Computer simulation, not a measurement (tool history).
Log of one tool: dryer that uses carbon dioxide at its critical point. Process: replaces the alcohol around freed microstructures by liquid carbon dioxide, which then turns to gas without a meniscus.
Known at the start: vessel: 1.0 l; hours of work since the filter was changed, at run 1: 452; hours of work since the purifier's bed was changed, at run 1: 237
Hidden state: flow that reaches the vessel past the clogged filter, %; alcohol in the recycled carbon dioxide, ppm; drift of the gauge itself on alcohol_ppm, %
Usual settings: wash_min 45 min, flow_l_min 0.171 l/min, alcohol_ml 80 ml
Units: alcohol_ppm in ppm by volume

run,hour,wash_min,flow_l_min,alcohol_ml,hours of work since the filter was changed,hours of work since the purifier's bed was changed,alcohol_ppm
1,0.0,45,0.171,80,452,237,189
2,10.9,45,0.171,80,461,245,181
3,17.5,45,0.171,80,466,251,191
4,30.8,45,0.171,119,477,261,273
5,42.6,45,0.171,80,486,271,193
# hour 50.8: inlet filter changed
6,56.4,45,0.171,80,4,281,88
7,69.1,45,0.171,80,15,291,96
8,84.6,45,0.171,80,27,303,99
9,94.3,45,0.171,80,35,311,98
10,101.0,45,0.171,51,40,316,90
11,109.9,45,0.171,51,47,323,83
12,117.6,55,0.171,80,53,329,65
13,127.1,55,0.171,80,61,337,66
14,135.6,55,0.171,23,67,344,60
15,147.3,45,0.171,80,77,353,106
16,159.3,45,0.171,80,86,362,115
17,170.9,45,0.171,80,95,372,118
18,177.9,45,0.171,80,101,377,113
19,187.6,45,0.171,80,109,385,124
20,194.0,45,0.171,80,114,390,127
21,201.9,45,0.171,80,120,396,132
22,209.9,34,0.174,43,126,403,244
23,217.9,30,0.287,80,133,409,91
24,233.5,32,0.287,23,145,421,74
25,240.4,45,0.261,63,151,427,62
26,254.6,45,0.127,47,162,438,333
27,263.2,45,0.234,22,169,445,69
28,273.4,45,0.234,22,177,453,66
29,283.7,31,0.159,115,185,461,1448
30,293.9,71,0.171,80,193,469,64
31,308.0,39,0.115,80,204,481,1511
32,314.4,30,0.171,80,209,486,854
33,328.5,54,0.125,87,221,497,283
34,340.4,30,0.132,108,230,506,3291

Forecast run 35:
35,349.6,57,0.177,105,237,514,?

{"run 35": {"alcohol_ppm": 90}}
Without the tool's hidden state the same run would have given alcohol_ppm 12 ppm by volume.
